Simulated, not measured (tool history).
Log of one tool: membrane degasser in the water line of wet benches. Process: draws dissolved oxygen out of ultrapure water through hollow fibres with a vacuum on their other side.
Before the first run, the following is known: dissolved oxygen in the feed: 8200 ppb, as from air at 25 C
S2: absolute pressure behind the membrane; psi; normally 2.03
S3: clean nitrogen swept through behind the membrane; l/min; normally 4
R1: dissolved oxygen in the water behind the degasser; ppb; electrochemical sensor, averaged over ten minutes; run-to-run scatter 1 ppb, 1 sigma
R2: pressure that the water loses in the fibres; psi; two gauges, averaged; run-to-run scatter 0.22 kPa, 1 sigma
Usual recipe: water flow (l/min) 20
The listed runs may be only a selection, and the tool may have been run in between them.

run 1 hour=0 | water_flow_(l/min)=20 S2=2.03 S3=4 | R1=141.9 R2=7.848
run 2 hour=318.2 | water_flow_(l/min)=20 S2=2.03 S3=4 | R1=143 R2=7.919
run 3 hour=573.9 | water_flow_(l/min)=20 S2=2.03 S3=4 | R1=141.9 R2=7.923
run 4 hour=845.1 | water_flow_(l/min)=20 S2=2.03 S3=2.48 | R1=219.2 R2=7.97
run 5 hour=1121.4 | water_flow_(l/min)=20 S2=2.03 S3=2.48 | R1=220.8 R2=7.941
run 6 hour=1438.3 | water_flow_(l/min)=20 S2=2.03 S3=7.74 | R1=80.3 R2=7.996
run 7 hour=1752.4 | water_flow_(l/min)=20 S2=2.03 S3=4 | R1=144.3 R2=7.925
run 8 hour=2019.7 | water_flow_(l/min)=15 S2=2.03 S3=4 | R1=103.9 R2=5.964
run 9 hour=2261 | water_flow_(l/min)=15 S2=2.03 S3=4 | R1=103.7 R2=5.98
-- hour=2493.3 vacuum gauge calibrated
run 10 hour=2584.5 | water_flow_(l/min)=20 S2=2.03 S3=3.7 | R1=150.8 R2=7.976
run 11 hour=2877.1 | water_flow_(l/min)=20 S2=2.03 S3=3.7 | R1=150.8 R2=8.093
run 12 hour=3197.9 | water_flow_(l/min)=20 S2=1.45 S3=2.19 | R1=155.9 R2=8.066
run 13 hour=3376 | water_flow_(l/min)=20 S2=1.45 S3=2.19 | R1=159.6 R2=8.055
run 14 hour=3527.9 | water_flow_(l/min)=19 S2=2.2 S3=1.84 | R1=295.7 R2=7.645
run 15 hour=3785.6 | water_flow_(l/min)=16 S2=2.03 S3=4 | R1=110.4 R2=6.474
run 16 hour=4018.8 | water_flow_(l/min)=21 S2=4.92 S3=2.01 | R1=714.9 R2=8.518
run 17 hour=4250.7 | water_flow_(l/min)=21 S2=4.92 S3=6.28 | R1=262.6 R2=8.463
run 18 hour=4498.4 | water_flow_(l/min)=24 S2=2.22 S3=1.97 | R1=357.1 R2=9.732
run 19 hour=4795.6 | water_flow_(l/min)=15 S2=2.03 S3=8.76 | R1=50.3 R2=6.092
run 20 hour=4952.5 | water_flow_(l/min)=20 S2=2.32 S3=2.16 | R1=294.6 R2=8.177

Predict each of these 3 candidate next runs independently; none follows another, all start after run 20:
run A hour=5127.8 | water_flow_(l/min)=27 S2=2.03 S3=4 | R1=? R2=?
run B hour=5127.8 | water_flow_(l/min)=16 S2=2.32 S3=2.16 | R1=? R2=?
run C hour=5127.8 | water_flow_(l/min)=23 S2=2.03 S3=4.67 | R1=? R2=?

run=A R1=210.1 R2=10.966
run=B R1=233.4 R2=6.515
run=C R1=150.6 R2=9.409
With the hidden condition removed and each run's random variation left untouched, the same runs would have given:
run=A R1=193.7 R2=10.151
run=B R1=225 R2=6.029
run=C R1=139.7 R2=8.71

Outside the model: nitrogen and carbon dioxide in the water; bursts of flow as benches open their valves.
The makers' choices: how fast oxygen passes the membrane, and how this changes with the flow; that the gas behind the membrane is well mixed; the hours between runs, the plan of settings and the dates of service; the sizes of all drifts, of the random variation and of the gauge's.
